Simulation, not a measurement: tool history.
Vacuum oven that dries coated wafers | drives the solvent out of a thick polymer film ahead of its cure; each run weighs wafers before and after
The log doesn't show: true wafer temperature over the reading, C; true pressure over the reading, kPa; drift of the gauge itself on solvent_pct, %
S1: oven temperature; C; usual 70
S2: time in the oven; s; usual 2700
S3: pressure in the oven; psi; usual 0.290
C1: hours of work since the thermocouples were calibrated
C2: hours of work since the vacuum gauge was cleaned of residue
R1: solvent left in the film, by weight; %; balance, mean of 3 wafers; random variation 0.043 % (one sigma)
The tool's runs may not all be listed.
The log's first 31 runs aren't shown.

run 32 hour=735.4 | S1=70 S2=4020 S3=0.727 | C1=427 C2=725 | R1=3.42
run 33 hour=761.8 | S1=58 S2=3060 S3=0.249 | C1=447 C2=746 | R1=6.19
run 34 hour=795.3 | S1=66 S2=1920 S3=0.249 | C1=474 C2=772 | R1=4.91
run 35 hour=817.4 | S1=62 S2=3840 S3=0.290 | C1=491 C2=789 | R1=4.17
run 36 hour=836.2 | S1=62 S2=3840 S3=0.290 | C1=506 C2=804 | R1=4.10
run 37 hour=855.0 | S1=70 S2=3420 S3=0.290 | C1=520 C2=819 | R1=2.17
run 38 hour=871.2 | S1=81 S2=2700 S3=0.277 | C1=533 C2=831 | R1=0.90
run 39 hour=901.3 | S1=81 S2=2700 S3=0.277 | C1=556 C2=855 | R1=0.83
run 40 hour=926.2 | S1=70 S2=1860 S3=0.698 | C1=576 C2=874 | R1=5.16
run 41 hour=949.0 | S1=69 S2=1320 S3=0.290 | C1=594 C2=892 | R1=5.48
run 42 hour=965.5 | S1=69 S2=1320 S3=0.290 | C1=607 C2=905 | R1=5.41
run 43 hour=988.2 | S1=82 S2=3840 S3=0.492 | C1=624 C2=923 | R1=1.35
run 44 hour=1001.9 | S1=65 S2=4260 S3=0.177 | C1=635 C2=934 | R1=2.44

4 ways to go on from here, each from the tool as it stands after run 44. What would each give?
run A hour=1033.9 | S1=71 S2=4260 S3=0.161 | C1=660 C2=959 | R1=?
run B hour=1033.9 | S1=70 S2=4620 S3=0.606 | C1=660 C2=959 | R1=?
run C hour=1033.9 | S1=65 S2=3720 S3=0.273 | C1=660 C2=959 | R1=?
run D hour=1033.9 | S1=70 S2=1620 S3=0.290 | C1=660 C2=959 | R1=?

run=A R1=1.20
run=B R1=2.82
run=C R1=3.28
run=D R1=4.33
Without the tool's hidden state the same runs would have given:
run=A R1=0.98
run=B R1=2.59
run=C R1=3.01
run=D R1=4.14

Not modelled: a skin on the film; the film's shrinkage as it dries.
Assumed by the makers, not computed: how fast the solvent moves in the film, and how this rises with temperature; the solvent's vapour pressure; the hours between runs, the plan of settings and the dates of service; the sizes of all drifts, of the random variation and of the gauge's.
